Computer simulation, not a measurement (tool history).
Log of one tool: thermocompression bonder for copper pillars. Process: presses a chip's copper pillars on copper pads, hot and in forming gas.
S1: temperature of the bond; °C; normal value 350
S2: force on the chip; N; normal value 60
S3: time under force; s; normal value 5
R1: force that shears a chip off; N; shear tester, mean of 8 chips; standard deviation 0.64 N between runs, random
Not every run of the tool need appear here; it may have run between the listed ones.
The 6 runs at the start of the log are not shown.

run	day	S1	S2	S3	R1
7	8.721	350	60	4	75.7
8	10.3	350	60	4	77
9	11.179	350	60	4	77.7
10	12.883	350	60	5	81.6
# day 13.083: forming gas filter changed
11	14.038	350	60	5	84.4
12	15.638	350	60	5	84.4
13	17.238	350	60	5	83
14	18.212	350	60	5	84.5
15	19.317	350	60	5	83.7
16	20.362	350	60	5	82.7
17	22.325	350	60	5	81.7
18	23.146	350	60	5	83.5
19	24.504	350	60	5	81.9
# day 25.562: forming gas filter changed
20	25.821	350	60	5	86.4
21	27.046	350	79	11	106
# day 27.242: heater calibrated with a thermocouple chip
22	28.075	349	62	6	91.7
23	29.029	341	60	8	89.5
24	30.704	370	60	5	95.7
25	31.688	329	53	5	66.1

Run 26 has not been measured yet. What should we expect?
26	33.588	379	52	12	?

R1: 104.1 N
Minus the tool's unlogged condition, the same run would have read R1 102.9 N.

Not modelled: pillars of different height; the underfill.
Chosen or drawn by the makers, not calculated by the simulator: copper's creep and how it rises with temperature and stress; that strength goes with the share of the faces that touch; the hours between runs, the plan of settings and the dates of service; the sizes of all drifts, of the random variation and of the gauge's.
